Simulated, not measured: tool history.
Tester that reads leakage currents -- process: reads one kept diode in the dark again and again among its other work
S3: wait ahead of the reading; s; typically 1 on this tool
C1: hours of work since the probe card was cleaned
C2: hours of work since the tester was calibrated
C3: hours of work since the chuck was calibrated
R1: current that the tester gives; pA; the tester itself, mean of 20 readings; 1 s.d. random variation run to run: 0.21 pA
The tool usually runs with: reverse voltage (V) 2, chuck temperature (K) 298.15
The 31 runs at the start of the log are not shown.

run 32 hour=5813.2 | reverse_voltage_(V)=3.45 chuck_temperature_(K)=298.15 S3=2.56 | C1=880 C2=1800 C3=490 | R1=89.4
run 33 hour=5914.7 | reverse_voltage_(V)=3.53 chuck_temperature_(K)=321.15 S3=0.73 | C1=954 C2=1875 C3=565 | R1=426.02
run 34 hour=6061.4 | reverse_voltage_(V)=1.25 chuck_temperature_(K)=298.15 S3=8.05 | C1=1062 C2=1982 C3=673 | R1=60.18
run 35 hour=6194.8 | reverse_voltage_(V)=1.25 chuck_temperature_(K)=298.15 S3=8.05 | C1=1160 C2=2080 C3=771 | R1=61.16
run 36 hour=6374.9 | reverse_voltage_(V)=1.25 chuck_temperature_(K)=319.15 S3=8.05 | C1=1292 C2=2213 C3=903 | R1=257.79
run 37 hour=6617.4 | reverse_voltage_(V)=1.13 chuck_temperature_(K)=298.15 S3=4.83 | C1=1470 C2=2391 C3=1081 | R1=60.33
run 38 hour=6809.3 | reverse_voltage_(V)=1.33 chuck_temperature_(K)=298.15 S3=3.86 | C1=1611 C2=2532 C3=1222 | R1=65.23
run 39 hour=7047.1 | reverse_voltage_(V)=4.06 chuck_temperature_(K)=296.15 S3=5.35 | C1=1786 C2=2706 C3=1396 | R1=92.84

Forecast each of these 3 alternatives for the next run:
run A hour=7215.2 | reverse_voltage_(V)=1.4 chuck_temperature_(K)=296.15 S3=6.84 | C1=1909 C2=2830 C3=1520 | R1=?
run B hour=7215.2 | reverse_voltage_(V)=1.79 chuck_temperature_(K)=327.15 S3=3.16 | C1=1909 C2=2830 C3=1520 | R1=?
run C hour=7215.2 | reverse_voltage_(V)=2.07 chuck_temperature_(K)=313.15 S3=2.82 | C1=1909 C2=2830 C3=1520 | R1=?

run=A R1=59.84
run=B R1=512.84
run=C R1=223.59
What these runs would have given with no unlogged condition in the tool:
run=A R1=50.82
run=B R1=462.83
run=C R1=197.69

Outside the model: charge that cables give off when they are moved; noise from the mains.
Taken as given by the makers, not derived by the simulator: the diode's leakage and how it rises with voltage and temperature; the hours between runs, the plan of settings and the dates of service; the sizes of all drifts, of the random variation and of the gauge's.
